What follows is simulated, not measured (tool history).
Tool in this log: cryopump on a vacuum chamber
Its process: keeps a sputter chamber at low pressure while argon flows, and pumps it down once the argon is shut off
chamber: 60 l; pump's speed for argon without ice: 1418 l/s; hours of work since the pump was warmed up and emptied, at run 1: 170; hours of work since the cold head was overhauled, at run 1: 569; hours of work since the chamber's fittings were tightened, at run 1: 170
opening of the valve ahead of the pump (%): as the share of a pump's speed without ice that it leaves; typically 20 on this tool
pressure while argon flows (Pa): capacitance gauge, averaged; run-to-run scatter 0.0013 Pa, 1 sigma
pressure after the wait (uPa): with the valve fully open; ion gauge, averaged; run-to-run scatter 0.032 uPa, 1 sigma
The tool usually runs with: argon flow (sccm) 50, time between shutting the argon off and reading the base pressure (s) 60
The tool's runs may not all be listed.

| run | hour | argon flow (sccm) | time between shutting the argon off and reading the base pressure (s) | opening of the valve ahead of the pump (%) | hours of work since the pump was warmed up and emptied | hours of work since the cold head was overhauled | hours of work since the chamber's fittings were tightened | pressure while argon flows (Pa) | pressure after the wait (uPa) |
|---|---|---|---|---|---|---|---|---|---|
| 1 | 0 | 50 | 60 | 20 | 170 | 569 | 170 | 0.302 | 2.02 |
| 2 | 25.2 | 50 | 60 | 37 | 182 | 582 | 182 | 0.1658 | 1.96 |
| 3 | 48.7 | 50 | 60 | 37 | 194 | 594 | 194 | 0.1682 | 2.02 |
| 4 | 66.2 | 24 | 60 | 20 | 203 | 602 | 203 | 0.145 | 2 |
| 5 | 84.2 | 50 | 20 | 20 | 212 | 611 | 212 | 0.3041 | 4.92 |
| 6 | 112.1 | 50 | 60 | 20 | 226 | 625 | 226 | 0.3039 | 2.09 |
| 7 | 154 | 50 | 60 | 20 | 246 | 646 | 246 | 0.3074 | 2.15 |
| 8 | 180.3 | 98 | 60 | 20 | 259 | 659 | 259 | 0.6056 | 2.18 |
| 9 | 206.8 | 35 | 60 | 20 | 273 | 672 | 273 | 0.2131 | 2.14 |
| 10 | 232.2 | 35 | 60 | 20 | 285 | 685 | 285 | 0.2142 | 2.16 |
| 11 | 251.4 | 35 | 60 | 20 | 295 | 694 | 295 | 0.2133 | 2.21 |
| 12 | 271.3 | 35 | 60 | 20 | 305 | 704 | 305 | 0.2155 | 2.3 |
| 13 | 310.8 | 45 | 60 | 20 | 324 | 724 | 324 | 0.2782 | 2.28 |
| 14 | 329 | 45 | 60 | 20 | 333 | 733 | 333 | 0.279 | 2.32 |
| 15 | 364.9 | 23 | 64 | 49 | 351 | 751 | 351 | 0.0617 | 2.23 |
| 16 | 382.8 | 96 | 31 | 59 | 360 | 760 | 360 | 0.2157 | 3.68 |

Run 17 has not been measured yet. What should we expect?
| 17 | 416 | 64 | 31 | 26 | 377 | 776 | 377 | ? | ? |

Run 17 yielded pressure while argon flows (Pa) 0.3084, pressure after the wait (uPa) 3.78.
Had the tool carried no hidden state, the very same run would have given pressure while argon flows (Pa) 0.2925, pressure after the wait (uPa) 3.03.
